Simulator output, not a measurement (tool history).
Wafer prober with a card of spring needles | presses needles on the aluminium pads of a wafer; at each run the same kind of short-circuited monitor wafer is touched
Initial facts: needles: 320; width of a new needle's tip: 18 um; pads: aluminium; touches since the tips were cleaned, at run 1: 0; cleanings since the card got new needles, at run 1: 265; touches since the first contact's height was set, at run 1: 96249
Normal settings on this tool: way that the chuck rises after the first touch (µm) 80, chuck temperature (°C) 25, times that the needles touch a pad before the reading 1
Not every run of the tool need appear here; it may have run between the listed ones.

run   hour  way that the chuck rises after the first touch (µm)  chuck temperature (°C)  times that the needles touch a pad before the reading  touches since the tips were cleaned  cleanings since the card got new needles  touches since the first contact's height was set  resistance of one needle with its contact and lead (mohm)  way that a needle slides on the pad (µm)
  1    0.0                                                   80                      25                                                      1                                    0                                       265                                             96249                                                        214                                     19.09
       5.5  -- tips cleaned on abrasive film
      10.9  -- tips cleaned on abrasive film
      16.4  -- tips cleaned on abrasive film
      21.8  -- tips cleaned on abrasive film
  2   21.9                                                   80                      25                                                      1                                   38                                       269                                            108878                                                        218                                     18.98
      26.3  -- tips cleaned on abrasive film
      31.8  -- tips cleaned on abrasive film
      37.2  -- tips cleaned on abrasive film
      42.7  -- tips cleaned on abrasive film
  3   46.2                                                   80                      25                                                      1                                 2065                                       273                                            122903                                                        485                                     18.70
      47.4  -- tips cleaned on abrasive film
      52.8  -- tips cleaned on abrasive film
      58.3  -- tips cleaned on abrasive film
      62.7  -- tips cleaned on abrasive film
      68.1  -- tips cleaned on abrasive film
      73.6  -- tips cleaned on abrasive film
      79.1  -- tips cleaned on abrasive film
      84.5  -- tips cleaned on abrasive film
  4   85.8                                                   80                      25                                                      1                                  781                                       281                                            145720                                                        354                                     18.63
      89.2  -- tips cleaned on abrasive film
      93.6  -- tips cleaned on abrasive film
      99.0  -- tips cleaned on abrasive film
     103.4  -- tips cleaned on abrasive film
     108.9  -- tips cleaned on abrasive film
  5  112.2                                                   80                      25                                                      1                                 1954                                       286                                            160894                                                        531                                     18.39
     113.4  -- tips cleaned on abrasive film
     117.7  -- tips cleaned on abrasive film
     122.1  -- tips cleaned on abrasive film
     127.6  -- tips cleaned on abrasive film
     133.1  -- tips cleaned on abrasive film
     136.6  -- height of the first contact set anew
     138.8  -- tips cleaned on abrasive film
     144.3  -- tips cleaned on abrasive film
  6  147.3                                                   80                      25                                                      1                                 1786                                       293                                              6193                                                        490                                     17.77
     149.6  -- tips cleaned on abrasive film
     155.0  -- tips cleaned on abrasive film
     160.5  -- tips cleaned on abrasive film
     164.9  -- tips cleaned on abrasive film
     170.3  -- tips cleaned on abrasive film
  7  173.4                                                   80                      25                                                      1                                 1798                                       298                                             21211                                                        539                                     17.77
     175.6  -- tips cleaned on abrasive film
     180.0  -- tips cleaned on abrasive film
     185.5  -- tips cleaned on abrasive film
     189.9  -- tips cleaned on abrasive film
     195.3  -- tips cleaned on abrasive film
     200.8  -- tips cleaned on abrasive film
  8  203.0                                                   80                      57                                                      3                                 1296                                       304                                             38245                                                        282                                     17.38
     205.3  -- tips cleaned on abrasive film
     210.7  -- tips cleaned on abrasive film
     216.2  -- tips cleaned on abrasive film
     221.6  -- tips cleaned on abrasive film
     227.1  -- tips cleaned on abrasive film
     232.6  -- tips cleaned on abrasive film
     238.0  -- tips cleaned on abrasive film
     243.5  -- tips cleaned on abrasive film
  9  244.1                                                   80                      57                                                      3                                  378                                       312                                             61919                                                        233                                     17.42
     248.5  -- tips cleaned on abrasive film
     252.9  -- tips cleaned on abrasive film
     258.4  -- tips cleaned on abrasive film
     263.8  -- tips cleaned on abrasive film
 10  265.3                                                   80                      57                                                      3                                  883                                       316                                             74134                                                        267                                     17.36
     268.6  -- tips cleaned on abrasive film
     274.1  -- tips cleaned on abrasive film
     279.6  -- tips cleaned on abrasive film
     285.0  -- tips cleaned on abrasive film
     289.4  -- tips cleaned on abrasive film
     294.9  -- tips cleaned on abrasive film
 11  298.9                                                   61                      50                                                      3                                 2350                                       322                                             93483                                                        507                                     12.43
     300.0  -- tips cleaned on abrasive film
     305.5  -- tips cleaned on abrasive film
     311.0  -- tips cleaned on abrasive film
     316.4  -- tips cleaned on abrasive film
     320.8  -- tips cleaned on abrasive film
     326.3  -- tips cleaned on abrasive film
     331.7  -- tips cleaned on abrasive film
     336.1  -- tips cleaned on abrasive film
     341.6  -- tips cleaned on abrasive film
     347.0  -- tips cleaned on abrasive film
 12  348.2                                                   61                      55                                                      1                                  682                                       332                                            121866                                                        547                                     12.30

For run 13, what comes out?
     351.5  -- tips cleaned on abrasive film
     352.9  -- height of the first contact set anew, once more
     356.2  -- tips cleaned on abrasive film
     361.7  -- tips cleaned on abrasive film
     367.1  -- tips cleaned on abrasive film
     371.5  -- tips cleaned on abrasive film
     377.0  -- tips cleaned on abrasive film
     381.4  -- tips cleaned on abrasive film
     386.8  -- tips cleaned on abrasive film
     392.1  -- tips cleaned on abrasive film
 13  392.1                                                   78                      55                                                      2                                    0                                       341                                             22570                                                          ?                                         ?

For run 13 the tool returned resistance of one needle with its contact and lead (mohm) 214, way that a needle slides on the pad (µm) 19.08.
Had the tool carried no hidden state, the very same run would have given resistance of one needle with its contact and lead (mohm) 171, way that a needle slides on the pad (µm) 19.25.
